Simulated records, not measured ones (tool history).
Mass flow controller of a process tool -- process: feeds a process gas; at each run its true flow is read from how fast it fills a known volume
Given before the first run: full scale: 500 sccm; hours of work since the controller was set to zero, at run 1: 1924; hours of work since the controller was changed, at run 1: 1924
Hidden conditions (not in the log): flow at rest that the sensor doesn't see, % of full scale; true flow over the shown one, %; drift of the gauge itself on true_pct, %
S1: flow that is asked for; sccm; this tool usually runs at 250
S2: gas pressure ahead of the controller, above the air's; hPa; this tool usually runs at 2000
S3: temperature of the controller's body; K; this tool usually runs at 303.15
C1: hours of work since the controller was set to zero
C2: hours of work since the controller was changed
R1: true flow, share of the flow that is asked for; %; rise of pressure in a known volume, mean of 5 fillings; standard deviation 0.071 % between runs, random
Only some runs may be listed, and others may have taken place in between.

run    hour   S1    S2      S3    C1    C2     R1
  1       0  250  2000  303.15  1924  1924  98.83
  2    65.9  250  2000  303.15  1972  1972  98.94
  3   120.8  250  2000  294.15  2012  2012  99.46
  4   219.4  250  2000  310.15  2084  2084  98.25
  5     315  250  2000  310.15  2153  2153  98.16
  6   394.4  250  2000  303.15  2211  2211  98.64
  7   469.1  250  2000  303.15  2266  2266  98.69
  8   532.6  250  2000  303.15  2312  2312  98.57
  9   625.6  250  2000  303.15  2379  2379  98.62
 10   725.9  250  2000  303.15  2452  2452  98.76
 11   801.9  250  2000  303.15  2508  2508  98.61
 12   895.9  250  2000  303.15  2576  2576  98.44
 13   956.9  250  2000  303.15  2621  2621  98.54
 14  1009.6  250  1670  303.15  2659  2659  98.29
     1018.4  -- controller's zero set anew
 15  1054.1  250  1670  303.15    26  2691  97.57
 16  1117.9  250  1670  293.15    72  2737  98.22
 17    1209  250  2000  303.15   139  2804  97.81
 18  1263.5  250  2000  303.15   178  2843  97.67
 19  1331.2  250  2000  303.15   228  2893  97.78
     1340.7  -- controller's zero set anew, once more
 20  1380.7  250  2000  303.15    29  2928  99.65
 21  1485.7  250  2000  302.15   106  3005  99.67
 22  1591.3  250  2000  302.15   182  3082  99.65
 23  1679.2  250  2000  302.15   246  3146  99.73
 24  1729.8  250  2000  310.15   283  3182  99.06
 25  1790.9  108  2730  312.15   328  3227  98.97
 26  1891.1   60  2570  298.15   401  3300  99.22
 27  1972.5   60  2570  298.15   460  3359  99.14
 28  2066.6  168  1530  294.15   528  3428  99.44
 29  2110.4  168  1530  294.15   560  3459  99.57
 30  2178.2  168  1530  294.15   610  3509  99.43
 31  2248.7   71  1400  302.15   661  3560  97.95
 32  2327.7   99  2000  303.15   718  3618  98.76
 33  2430.4  151  2000  296.15   793  3692  99.64
 34  2513.5  129  2090  294.15   854  3753  99.67
 35  2598.9  246  1550  305.15   916  3815  98.69
 36  2665.7   99  2000  298.15   964  3864  98.71
 37  2760.2  359  1740  311.15  1033  3932  98.84
 38  2849.9  359  1740  311.15  1098  3998  98.69
 39  2909.1  250  1810  304.15  1142  4041  99.03
 40    3002  250  1810  304.15  1209  4108  99.09
 41  3067.9  250  1810  304.15  1257  4156  99.03
 42  3174.3  301  2000  306.15  1335  4234  99.13
 43  3244.9  301  2000  306.15  1386  4285  99.17
 44  3319.2  301  2000  310.15  1440  4339  98.76
 45  3401.7  301  2000  310.15  1500  4399  98.74
 46  3455.6  420  2000  303.15  1539  4439  99.49
 47  3554.8  420  2000  303.15  1611  4511  99.57

Consider 5 possible next runs. They are alternatives, not a sequence: every one starts from the tool as it was left by run 47. What does each give?
  A  3632  107  1430  303.15  1668  4567   ?
  B  3632  101  2000  300.15  1668  4567   ?
  C  3632  250  1850  303.15  1668  4567   ?
  D  3632  250  2060  303.15  1668  4567   ?
  E  3632  230  1550  306.15  1668  4567   ?

run     R1
  A  97.38
  B  97.94
  C  98.83
  D  99.15
  E  98.44
Without the tool's unlogged condition, the same runs would have read:
run     R1
  A  98.84
  B  99.51
  C  99.18
  D   99.5
  E  98.86
